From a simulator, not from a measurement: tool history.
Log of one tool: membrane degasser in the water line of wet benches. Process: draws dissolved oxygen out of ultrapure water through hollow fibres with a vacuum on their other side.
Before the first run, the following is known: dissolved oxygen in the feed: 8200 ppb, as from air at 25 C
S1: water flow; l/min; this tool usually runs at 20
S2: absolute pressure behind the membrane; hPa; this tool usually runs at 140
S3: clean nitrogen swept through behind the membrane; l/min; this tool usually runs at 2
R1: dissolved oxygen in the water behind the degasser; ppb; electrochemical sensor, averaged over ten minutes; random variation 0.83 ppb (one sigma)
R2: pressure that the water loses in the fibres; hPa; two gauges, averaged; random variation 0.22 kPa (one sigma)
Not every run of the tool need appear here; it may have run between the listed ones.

run    hour  S1   S2    S3     R1     R2
  1       0  20  140     2  251.1  557.9
  2    22.9  20  140     2  250.5  556.2
  3      70  20  140     2  252.3  557.9
  4   120.8  20  140     2  250.7    557
  5   143.3  20  140  2.67  194.3  554.4
  6   192.5  20  140  2.67  193.6  558.1
  7   233.9  20  140  2.67  193.3  555.9
  8   285.2  20  140  2.67  191.5  552.5
  9   323.3  20  140  2.67  194.1  558.4
 10   357.8  21  140     2  265.5  583.8
 11   404.1  21  140     2  264.1  582.9
 12   433.8  21  140     2  264.6  587.3
 13   462.8  21  140     2  265.9    582
 14   501.6  20  140     2  253.4  559.4
 15   534.4  13   86  5.34   33.4  360.1
 16   575.5  13   86  5.34   32.9  362.3
 17   600.2  24  189  0.85  881.1  672.2
 18   652.3  25  213  4.45  249.7  691.4
 19   685.5  27  258  2.22  619.7  747.7
 20   708.9  12   85  0.92  160.5  333.5
 21   752.9  12   85  0.92  160.7  335.4
 22   795.3  21   85  2.52  109.2  581.3
 23   825.9  17  140  3.64  125.5  469.1
 24     858  23  140  3.64  169.3  640.7
      890.1  -- gauge calibrated
 25   893.7  25  214  0.98  910.9  694.8
 26   929.7  25  214  0.98  911.1  693.7
 27   974.9  25  214  0.98  913.2  700.6
 28  1026.6  20   96  1.82  165.2    558

Consider 3 possible next runs. They are alternatives, not a sequence: every one starts from the tool as it was left by run 28. What does each give?
  A  1059.1  20  140  3.39   ?   ?
  B  1059.1  20   96  2.63   ?   ?
  C  1059.1  20  296     2   ?   ?

run     R1     R2
  A  154.7    557
  B  117.6    560
  C  586.5  555.7
Had the tool no hidden state, the same runs would have come out as:
run     R1     R2
  A  153.9  556.4
  B    117  559.4
  C  583.8  555.1

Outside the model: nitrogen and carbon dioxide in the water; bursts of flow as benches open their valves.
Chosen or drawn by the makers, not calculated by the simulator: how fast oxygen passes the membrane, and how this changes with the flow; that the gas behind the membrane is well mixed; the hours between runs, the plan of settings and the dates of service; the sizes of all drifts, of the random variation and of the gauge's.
